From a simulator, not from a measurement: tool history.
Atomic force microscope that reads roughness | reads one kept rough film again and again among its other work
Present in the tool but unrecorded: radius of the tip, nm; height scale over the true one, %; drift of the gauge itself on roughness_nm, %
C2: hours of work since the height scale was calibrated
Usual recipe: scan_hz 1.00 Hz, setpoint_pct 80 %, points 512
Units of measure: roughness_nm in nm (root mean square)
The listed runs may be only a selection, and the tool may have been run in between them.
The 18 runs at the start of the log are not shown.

{"run": 19, "hour": 251.6, "scan_hz": 1.0, "setpoint_pct": 80, "points": 512, "pictures with this tip": 239, "C2": 372, "roughness_nm": 3.996}
{"run": 20, "hour": 270.3, "scan_hz": 1.0, "setpoint_pct": 80, "points": 512, "pictures with this tip": 253, "C2": 382, "roughness_nm": 3.999}
{"run": 21, "hour": 285.0, "scan_hz": 1.0, "setpoint_pct": 80, "points": 512, "pictures with this tip": 264, "C2": 389, "roughness_nm": 4.01}
{"run": 22, "hour": 303.0, "scan_hz": 1.0, "setpoint_pct": 80, "points": 512, "pictures with this tip": 278, "C2": 398, "roughness_nm": 3.947}
{"run": 23, "hour": 322.2, "scan_hz": 1.0, "setpoint_pct": 80, "points": 512, "pictures with this tip": 293, "C2": 408, "roughness_nm": 3.903}
{"run": 24, "hour": 340.2, "scan_hz": 1.0, "setpoint_pct": 80, "points": 512, "pictures with this tip": 306, "C2": 417, "roughness_nm": 3.855}
{"run": 25, "hour": 359.8, "scan_hz": 1.0, "setpoint_pct": 73, "points": 512, "pictures with this tip": 321, "C2": 427, "roughness_nm": 3.886}
{"run": 26, "hour": 370.4, "scan_hz": 0.89, "setpoint_pct": 87, "points": 963, "pictures with this tip": 329, "C2": 432, "roughness_nm": 3.792}

Run 27, settings as shown, results not yet in. Your forecast:
{"run": 27, "hour": 388.2, "scan_hz": 0.89, "setpoint_pct": 87, "points": 963, "pictures with this tip": 343, "C2": 441, "roughness_nm": "?"}

roughness_nm: 3.753 nm (root mean square)
Take away the tool's hidden state, keep the run-to-run variation as it was, and the same run would have given roughness_nm 4.751 nm (root mean square).

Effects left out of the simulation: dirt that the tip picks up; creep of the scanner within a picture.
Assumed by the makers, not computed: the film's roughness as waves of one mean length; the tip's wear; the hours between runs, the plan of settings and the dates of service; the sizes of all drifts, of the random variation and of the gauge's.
